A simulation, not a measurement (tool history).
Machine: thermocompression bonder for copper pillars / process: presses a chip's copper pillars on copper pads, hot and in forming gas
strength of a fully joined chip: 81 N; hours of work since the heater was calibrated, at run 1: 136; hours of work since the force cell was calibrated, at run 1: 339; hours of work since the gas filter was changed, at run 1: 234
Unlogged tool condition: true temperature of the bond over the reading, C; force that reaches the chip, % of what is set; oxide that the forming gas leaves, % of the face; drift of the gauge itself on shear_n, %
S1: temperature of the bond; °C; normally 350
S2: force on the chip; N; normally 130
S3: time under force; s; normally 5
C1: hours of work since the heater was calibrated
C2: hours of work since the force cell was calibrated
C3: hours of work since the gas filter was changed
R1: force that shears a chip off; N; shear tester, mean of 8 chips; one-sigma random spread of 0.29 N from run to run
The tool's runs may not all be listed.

{"run": 1, "hour": 0.0, "S1": 350, "S2": 130, "S3": 5, "C1": 136, "C2": 339, "C3": 234, "R1": 39.9}
{"hour": 27.8, "done": "forming gas filter changed"}
{"run": 2, "hour": 32.6, "S1": 350, "S2": 130, "S3": 5, "C1": 151, "C2": 353, "C3": 2, "R1": 44}
{"run": 3, "hour": 51.7, "S1": 378, "S2": 130, "S3": 5, "C1": 159, "C2": 362, "C3": 11, "R1": 53.9}
{"run": 4, "hour": 72.4, "S1": 371, "S2": 130, "S3": 5, "C1": 169, "C2": 371, "C3": 20, "R1": 51.5}
{"run": 5, "hour": 97.5, "S1": 364, "S2": 130, "S3": 5, "C1": 180, "C2": 383, "C3": 32, "R1": 48.9}
{"run": 6, "hour": 118.8, "S1": 350, "S2": 145, "S3": 5, "C1": 190, "C2": 392, "C3": 41, "R1": 46.8}
{"run": 7, "hour": 150.0, "S1": 350, "S2": 130, "S3": 5, "C1": 204, "C2": 407, "C3": 55, "R1": 44.2}
{"run": 8, "hour": 182.3, "S1": 350, "S2": 130, "S3": 5, "C1": 219, "C2": 421, "C3": 70, "R1": 43.2}
{"run": 9, "hour": 203.1, "S1": 350, "S2": 130, "S3": 5, "C1": 228, "C2": 431, "C3": 80, "R1": 43.4}
{"run": 10, "hour": 227.7, "S1": 350, "S2": 130, "S3": 4, "C1": 239, "C2": 442, "C3": 91, "R1": 40.2}
{"run": 11, "hour": 251.3, "S1": 350, "S2": 116, "S3": 5, "C1": 250, "C2": 453, "C3": 101, "R1": 39.7}
{"run": 12, "hour": 270.0, "S1": 333, "S2": 142, "S3": 5, "C1": 258, "C2": 461, "C3": 110, "R1": 40.6}
{"run": 13, "hour": 289.8, "S1": 333, "S2": 142, "S3": 5, "C1": 267, "C2": 470, "C3": 119, "R1": 40.2}
{"run": 14, "hour": 307.6, "S1": 334, "S2": 154, "S3": 5, "C1": 275, "C2": 478, "C3": 127, "R1": 43.5}
{"run": 15, "hour": 324.0, "S1": 334, "S2": 154, "S3": 5, "C1": 283, "C2": 486, "C3": 134, "R1": 42.5}
{"run": 16, "hour": 338.6, "S1": 362, "S2": 138, "S3": 6, "C1": 289, "C2": 492, "C3": 141, "R1": 51.3}
{"run": 17, "hour": 366.5, "S1": 339, "S2": 105, "S3": 4, "C1": 302, "C2": 505, "C3": 154, "R1": 29.6}
{"run": 18, "hour": 395.5, "S1": 372, "S2": 98, "S3": 5, "C1": 315, "C2": 518, "C3": 167, "R1": 40.7}
{"run": 19, "hour": 412.9, "S1": 343, "S2": 95, "S3": 8, "C1": 323, "C2": 526, "C3": 175, "R1": 36.5}

Each row is a separate what-if for the run after 19, all from the same tool condition, not one after another. Results?
{"run": "A", "hour": 442.1, "S1": 339, "S2": 81, "S3": 8, "C1": 336, "C2": 539, "C3": 188, "R1": "?"}
{"run": "B", "hour": 442.1, "S1": 366, "S2": 165, "S3": 5, "C1": 336, "C2": 539, "C3": 188, "R1": "?"}
{"run": "C", "hour": 442.1, "S1": 354, "S2": 104, "S3": 8, "C1": 336, "C2": 539, "C3": 188, "R1": "?"}
{"run": "D", "hour": 442.1, "S1": 343, "S2": 96, "S3": 8, "C1": 336, "C2": 539, "C3": 188, "R1": "?"}

run=A R1=31.2
run=B R1=55.2
run=C R1=42.7
run=D R1=36.7
Had the tool no hidden state, the same runs would have come out as:
run=A R1=31.6
run=B R1=57.2
run=C R1=43.8
run=D R1=37.4
